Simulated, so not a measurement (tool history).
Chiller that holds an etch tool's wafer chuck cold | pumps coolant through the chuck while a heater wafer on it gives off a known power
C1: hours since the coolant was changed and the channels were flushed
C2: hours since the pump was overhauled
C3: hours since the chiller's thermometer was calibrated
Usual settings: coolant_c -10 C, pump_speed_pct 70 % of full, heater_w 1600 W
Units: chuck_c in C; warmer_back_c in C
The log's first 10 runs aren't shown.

{"run": 11, "hour": 321.7, "coolant_c": -10, "pump_speed_pct": 70, "heater_w": 1600, "C1": 1321, "C2": 1833, "C3": 1549, "chuck_c": 1.6, "warmer_back_c": 5.26}
{"run": 12, "hour": 352.6, "coolant_c": -10, "pump_speed_pct": 70, "heater_w": 1600, "C1": 1352, "C2": 1864, "C3": 1580, "chuck_c": 1.8, "warmer_back_c": 5.23}
{"run": 13, "hour": 383.0, "coolant_c": -10, "pump_speed_pct": 70, "heater_w": 1600, "C1": 1382, "C2": 1895, "C3": 1610, "chuck_c": 1.7, "warmer_back_c": 5.28}
{"run": 14, "hour": 422.1, "coolant_c": -10, "pump_speed_pct": 60, "heater_w": 1600, "C1": 1422, "C2": 1934, "C3": 1649, "chuck_c": 3, "warmer_back_c": 6.19}
{"run": 15, "hour": 448.5, "coolant_c": -10, "pump_speed_pct": 60, "heater_w": 1600, "C1": 1448, "C2": 1960, "C3": 1676, "chuck_c": 3.1, "warmer_back_c": 6.12}
{"run": 16, "hour": 468.2, "coolant_c": -18, "pump_speed_pct": 70, "heater_w": 961, "C1": 1468, "C2": 1980, "C3": 1695, "chuck_c": -10.8, "warmer_back_c": 3.13}
{"run": 17, "hour": 489.5, "coolant_c": -18, "pump_speed_pct": 62, "heater_w": 961, "C1": 1489, "C2": 2001, "C3": 1717, "chuck_c": -10.1, "warmer_back_c": 3.62}
{"run": 18, "hour": 531.0, "coolant_c": -5, "pump_speed_pct": 77, "heater_w": 2010, "C1": 1530, "C2": 2043, "C3": 1758, "chuck_c": 8.8, "warmer_back_c": 5.97}
{"run": 19, "hour": 569.8, "coolant_c": -18, "pump_speed_pct": 75, "heater_w": 2391, "C1": 1569, "C2": 2082, "C3": 1797, "chuck_c": -1.3, "warmer_back_c": 7.24}
{"run": 20, "hour": 601.5, "coolant_c": -8, "pump_speed_pct": 68, "heater_w": 866, "C1": 1601, "C2": 2113, "C3": 1829, "chuck_c": -1.4, "warmer_back_c": 2.92}
{"run": 21, "hour": 623.4, "coolant_c": -8, "pump_speed_pct": 68, "heater_w": 866, "C1": 1623, "C2": 2135, "C3": 1851, "chuck_c": -1.6, "warmer_back_c": 2.89}
{"run": 22, "hour": 654.8, "coolant_c": -8, "pump_speed_pct": 68, "heater_w": 866, "C1": 1654, "C2": 2167, "C3": 1882, "chuck_c": -1.4, "warmer_back_c": 2.97}
{"run": 23, "hour": 696.7, "coolant_c": -12, "pump_speed_pct": 76, "heater_w": 1752, "C1": 1696, "C2": 2208, "C3": 1924, "chuck_c": 0.4, "warmer_back_c": 5.26}
{"run": 24, "hour": 716.1, "coolant_c": -10, "pump_speed_pct": 69, "heater_w": 1600, "C1": 1716, "C2": 2228, "C3": 1943, "chuck_c": 2, "warmer_back_c": 5.35}
{"run": 25, "hour": 757.8, "coolant_c": -1, "pump_speed_pct": 79, "heater_w": 1915, "C1": 1757, "C2": 2270, "C3": 1985, "chuck_c": 12.2, "warmer_back_c": 5.52}
{"run": 26, "hour": 792.8, "coolant_c": -16, "pump_speed_pct": 79, "heater_w": 1947, "C1": 1792, "C2": 2305, "C3": 2020, "chuck_c": -2.8, "warmer_back_c": 5.62}
{"run": 27, "hour": 827.8, "coolant_c": -7, "pump_speed_pct": 70, "heater_w": 1600, "C1": 1827, "C2": 2340, "C3": 2055, "chuck_c": 5, "warmer_back_c": 5.22}
{"run": 28, "hour": 862.4, "coolant_c": -10, "pump_speed_pct": 71, "heater_w": 1600, "C1": 1862, "C2": 2374, "C3": 2090, "chuck_c": 1.8, "warmer_back_c": 5.2}
{"run": 29, "hour": 894.8, "coolant_c": -10, "pump_speed_pct": 71, "heater_w": 1600, "C1": 1894, "C2": 2407, "C3": 2122, "chuck_c": 1.9, "warmer_back_c": 5.16}
{"run": 30, "hour": 917.8, "coolant_c": -10, "pump_speed_pct": 93, "heater_w": 1600, "C1": 1917, "C2": 2430, "C3": 2145, "chuck_c": -0.1, "warmer_back_c": 3.91}

Forecast each of these 5 alternatives for the next run:
{"run": "A", "hour": 943.1, "coolant_c": -6, "pump_speed_pct": 83, "heater_w": 1945, "C1": 1943, "C2": 2455, "C3": 2170, "chuck_c": "?", "warmer_back_c": "?"}
{"run": "B", "hour": 943.1, "coolant_c": -11, "pump_speed_pct": 96, "heater_w": 974, "C1": 1943, "C2": 2455, "C3": 2170, "chuck_c": "?", "warmer_back_c": "?"}
{"run": "C", "hour": 943.1, "coolant_c": -12, "pump_speed_pct": 62, "heater_w": 1910, "C1": 1943, "C2": 2455, "C3": 2170, "chuck_c": "?", "warmer_back_c": "?"}
{"run": "D", "hour": 943.1, "coolant_c": -11, "pump_speed_pct": 70, "heater_w": 1600, "C1": 1943, "C2": 2455, "C3": 2170, "chuck_c": "?", "warmer_back_c": "?"}
{"run": "E", "hour": 943.1, "coolant_c": -2, "pump_speed_pct": 77, "heater_w": 866, "C1": 1943, "C2": 2455, "C3": 2170, "chuck_c": "?", "warmer_back_c": "?"}

run=A chuck_c=6.8 warmer_back_c=5.36
run=B chuck_c=-5 warmer_back_c=2.25
run=C chuck_c=3.6 warmer_back_c=7.1
run=D chuck_c=0.9 warmer_back_c=5.22
run=E chuck_c=4.3 warmer_back_c=2.55
Without the tool's hidden state the same runs would have given:
run=A chuck_c=5.8 warmer_back_c=5.19
run=B chuck_c=-5.7 warmer_back_c=2.18
run=C chuck_c=2.4 warmer_back_c=6.87
run=D chuck_c=-0.1 warmer_back_c=5.05
run=E chuck_c=3.7 warmer_back_c=2.47

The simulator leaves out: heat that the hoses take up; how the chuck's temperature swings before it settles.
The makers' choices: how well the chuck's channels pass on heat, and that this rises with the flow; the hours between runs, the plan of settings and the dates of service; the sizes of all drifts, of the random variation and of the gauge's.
